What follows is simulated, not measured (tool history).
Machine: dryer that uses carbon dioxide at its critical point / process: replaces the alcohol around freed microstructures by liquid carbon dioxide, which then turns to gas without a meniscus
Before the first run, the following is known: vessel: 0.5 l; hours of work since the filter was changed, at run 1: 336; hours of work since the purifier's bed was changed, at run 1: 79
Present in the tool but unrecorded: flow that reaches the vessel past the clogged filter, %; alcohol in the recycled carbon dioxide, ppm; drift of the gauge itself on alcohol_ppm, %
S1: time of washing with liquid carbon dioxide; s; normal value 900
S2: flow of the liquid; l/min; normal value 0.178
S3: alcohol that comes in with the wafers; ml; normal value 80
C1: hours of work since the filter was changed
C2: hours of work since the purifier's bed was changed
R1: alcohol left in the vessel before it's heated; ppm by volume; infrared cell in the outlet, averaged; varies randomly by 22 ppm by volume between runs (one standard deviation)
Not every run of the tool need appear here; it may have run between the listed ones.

run,hour,S1,S2,S3,C1,C2,R1
1,0,900,0.178,80,336,79,1896
2,7.3,900,0.178,80,340,82,1820
3,18.8,900,0.178,63,345,88,1490
4,26.7,900,0.178,63,349,92,1507
5,32.8,900,0.13,80,352,95,5966
6,44,900,0.178,80,358,101,1886
7,53.7,1080,0.178,80,363,106,789
8,65.2,720,0.178,80,368,111,4474
9,71.9,720,0.178,44,372,115,2555
10,79.2,900,0.178,21,375,118,541
11,84.8,900,0.178,21,378,121,540
12,92.8,900,0.178,80,382,125,1923
13,100.4,900,0.178,80,386,129,1965
14,106.6,900,0.234,80,389,132,528
15,115.6,900,0.178,80,393,136,1918
16,121.6,900,0.178,80,396,139,1951
17,134.3,900,0.178,80,403,146,1947
18,144.2,900,0.178,80,408,151,1941
19,151.1,900,0.203,51,411,154,695
20,160.6,900,0.203,53,416,159,746
21,172.4,900,0.203,53,422,165,720
22,181.2,780,0.145,84,426,169,7384
23,189.1,660,0.218,84,430,173,3285
24,199,720,0.269,50,435,178,542
25,208.2,720,0.269,50,440,182,542
26,218.1,900,0.17,84,444,187,2530
27,224.2,1260,0.172,36,447,190,252
28,233.6,1260,0.172,36,452,195,240
29,239.9,900,0.175,80,455,198,2181
30,252.5,900,0.175,80,462,204,2243
31,260,660,0.137,38,465,208,6434
32,271.6,540,0.205,83,471,214,8105
33,277.7,540,0.205,83,474,217,8116
34,290.3,900,0.283,80,480,223,217
35,300.7,840,0.178,80,486,228,2827
36,312.9,780,0.29,76,492,235,389

3 options for the next run, each taken on its own from the tool as it stands now. Forecast them:
A,322.4,1140,0.178,80,496,239,?
B,322.4,780,0.128,80,496,239,?
C,322.4,600,0.29,76,496,239,?

run,R1
A,708
B,10316
C,1381
The same runs, with their run-to-run variation unchanged, on a tool lacking any hidden condition would have given:
run,R1
A,422
B,8328
C,922

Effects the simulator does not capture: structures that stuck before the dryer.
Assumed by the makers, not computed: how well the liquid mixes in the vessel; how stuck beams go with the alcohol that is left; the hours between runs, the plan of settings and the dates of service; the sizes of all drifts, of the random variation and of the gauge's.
